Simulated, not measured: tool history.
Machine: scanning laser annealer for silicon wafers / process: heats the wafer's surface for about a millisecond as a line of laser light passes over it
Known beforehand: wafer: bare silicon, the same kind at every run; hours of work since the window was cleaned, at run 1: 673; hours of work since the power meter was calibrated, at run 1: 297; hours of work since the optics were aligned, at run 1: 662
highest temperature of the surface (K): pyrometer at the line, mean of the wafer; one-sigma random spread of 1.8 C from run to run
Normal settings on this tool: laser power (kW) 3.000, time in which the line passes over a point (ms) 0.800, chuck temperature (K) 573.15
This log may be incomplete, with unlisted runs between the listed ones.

| run | hour | laser power (kW) | time in which the line passes over a point (ms) | chuck temperature (K) | hours of work since the window was cleaned | hours of work since the power meter was calibrated | hours of work since the optics were aligned | highest temperature of the surface (K) |
|---|---|---|---|---|---|---|---|---|
| 1 | 0.0 | 3.000 | 0.800 | 573.15 | 673 | 297 | 662 | 1276.15 |
| 2 | 9.1 | 3.000 | 0.800 | 573.15 | 679 | 303 | 668 | 1276.15 |
| 3 | 18.3 | 3.000 | 0.800 | 573.15 | 685 | 309 | 674 | 1277.15 |
| 4 | 29.1 | 3.000 | 0.800 | 573.15 | 692 | 316 | 681 | 1273.15 |
| 5 | 38.4 | 3.000 | 0.800 | 573.15 | 697 | 321 | 686 | 1272.15 |
| 6 | 44.8 | 3.000 | 0.800 | 573.15 | 701 | 326 | 690 | 1274.15 |
| 7 | 53.5 | 3.000 | 0.800 | 573.15 | 707 | 331 | 696 | 1275.15 |
| 8 | 59.2 | 3.000 | 0.800 | 573.15 | 710 | 335 | 699 | 1277.15 |
| 9 | 71.4 | 3.000 | 0.800 | 573.15 | 718 | 342 | 707 | 1272.15 |
| 10 | 81.9 | 3.004 | 0.800 | 573.15 | 725 | 349 | 714 | 1274.15 |
| 11 | 89.5 | 3.004 | 0.800 | 573.15 | 729 | 353 | 718 | 1272.15 |
| 12 | 102.0 | 3.000 | 0.800 | 567.15 | 737 | 361 | 726 | 1264.15 |
|  | 107.7 | window over the wafer cleaned |
| 13 | 112.0 | 2.975 | 0.800 | 567.15 | 3 | 366 | 731 | 1291.15 |
| 14 | 117.5 | 2.975 | 0.800 | 567.15 | 6 | 370 | 735 | 1291.15 |
| 15 | 128.2 | 2.975 | 0.800 | 567.15 | 13 | 376 | 741 | 1292.15 |
| 16 | 133.4 | 2.975 | 0.800 | 567.15 | 16 | 380 | 745 | 1292.15 |
| 17 | 145.6 | 2.975 | 0.800 | 536.15 | 24 | 387 | 752 | 1259.15 |
| 18 | 152.8 | 2.975 | 0.800 | 579.15 | 28 | 392 | 757 | 1300.15 |
| 19 | 163.7 | 2.975 | 0.800 | 579.15 | 35 | 399 | 764 | 1303.15 |
| 20 | 170.0 | 2.975 | 0.800 | 563.15 | 39 | 403 | 768 | 1286.15 |
| 21 | 178.7 | 2.944 | 0.800 | 555.15 | 44 | 408 | 773 | 1265.15 |
| 22 | 184.5 | 2.613 | 0.577 | 582.15 | 48 | 412 | 777 | 1096.15 |
| 23 | 193.1 | 3.267 | 0.788 | 542.15 | 53 | 417 | 782 | 1350.15 |
| 24 | 200.2 | 3.000 | 0.744 | 573.15 | 58 | 422 | 787 | 1272.15 |
| 25 | 212.4 | 3.000 | 0.569 | 613.15 | 66 | 429 | 794 | 1224.15 |
| 26 | 220.8 | 3.000 | 0.569 | 613.15 | 71 | 435 | 799 | 1221.15 |
| 27 | 232.8 | 3.000 | 0.865 | 573.15 | 78 | 442 | 807 | 1331.15 |
| 28 | 243.1 | 3.000 | 0.865 | 573.15 | 85 | 448 | 813 | 1328.15 |
| 29 | 249.1 | 3.000 | 0.741 | 575.15 | 89 | 452 | 817 | 1275.15 |
| 30 | 260.1 | 3.064 | 0.562 | 579.15 | 95 | 459 | 824 | 1202.15 |
| 31 | 270.9 | 3.024 | 0.722 | 591.15 | 102 | 466 | 831 | 1287.15 |
| 32 | 280.7 | 3.024 | 0.722 | 591.15 | 108 | 472 | 837 | 1290.15 |
| 33 | 292.4 | 3.024 | 0.722 | 591.15 | 116 | 479 | 844 | 1288.15 |
| 34 | 298.3 | 2.604 | 0.815 | 599.15 | 119 | 483 | 848 | 1212.15 |
| 35 | 306.1 | 2.604 | 0.815 | 564.15 | 124 | 488 | 853 | 1175.15 |
| 36 | 312.5 | 2.604 | 0.815 | 564.15 | 128 | 492 | 857 | 1172.15 |
| 37 | 325.2 | 2.604 | 0.815 | 564.15 | 136 | 500 | 865 | 1177.15 |

For some of the steps in highest temperature of the surface (K) from one run to the next: how much would appear even if the tool had no hidden state, given the settings, what came in and random variation, and how much remains for the hidden state plus any gauge scatter that the measured result and the result without hidden state don't share?
Hidden state present: light that passes the window, % of a clean one's; laser's true power over the reading, %; width of the line over the set one, %; drift of the gauge itself on peak_c, C.
Run 12 -> 13: laser power (kW) 3.000 -> 2.975, window over the wafer cleaned. highest temperature of the surface (K) +27.00: hidden state +34.00, all else -7.00.
Run 21 -> 22: laser power (kW) 2.944 -> 2.613, time in which the line passes over a point (ms) 0.800 -> 0.577, chuck temperature (K) 555.15 -> 582.15. highest temperature of the surface (K) -169.00: hidden state +6.00, all else -175.00.
Run 22 -> 23: laser power (kW) 2.613 -> 3.267, time in which the line passes over a point (ms) 0.577 -> 0.788, chuck temperature (K) 582.15 -> 542.15. highest temperature of the surface (K) +254.00: hidden state -9.00, all else +263.00.
Run 26 -> 27: time in which the line passes over a point (ms) 0.569 -> 0.865, chuck temperature (K) 613.15 -> 573.15. highest temperature of the surface (K) +110.00: hidden state -4.00, all else +114.00.
